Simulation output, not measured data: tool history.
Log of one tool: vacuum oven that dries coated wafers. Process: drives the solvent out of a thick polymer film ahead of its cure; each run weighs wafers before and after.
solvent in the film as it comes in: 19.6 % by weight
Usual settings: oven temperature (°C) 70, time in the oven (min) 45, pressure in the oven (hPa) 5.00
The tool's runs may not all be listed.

run	hour	oven temperature (°C)	time in the oven (min)	pressure in the oven (hPa)	solvent left in the film (%)
1	0.0	70	45	5.00	0.969
2	10.1	70	45	10.67	1.348
3	29.3	70	45	10.67	1.329
4	42.0	70	45	10.67	1.327
5	51.9	70	45	10.67	1.336
6	70.4	70	45	10.67	1.331
7	82.0	70	45	10.67	1.324
8	99.1	70	45	10.67	1.327
9	111.9	81	29	3.64	0.337
10	124.3	81	29	3.64	0.331
11	134.3	60	28	4.77	6.438
12	150.9	60	28	4.77	6.443
13	160.3	60	76	7.52	1.907

5 ways to go on from here, each from the tool as it stands after run 13. What would each give?
A	170.1	60	29	7.52	?
B	170.1	58	45	7.08	?
C	170.1	70	45	3.98	?
D	170.1	77	76	8.95	?
E	170.1	83	25	2.51	?

run	solvent left in the film (%)
A	6.445
B	4.876
C	0.898
D	0.460
E	0.292
Without the tool's hidden state the same runs would have given:
run	solvent left in the film (%)
A	6.645
B	5.070
C	0.962
D	0.461
E	0.315

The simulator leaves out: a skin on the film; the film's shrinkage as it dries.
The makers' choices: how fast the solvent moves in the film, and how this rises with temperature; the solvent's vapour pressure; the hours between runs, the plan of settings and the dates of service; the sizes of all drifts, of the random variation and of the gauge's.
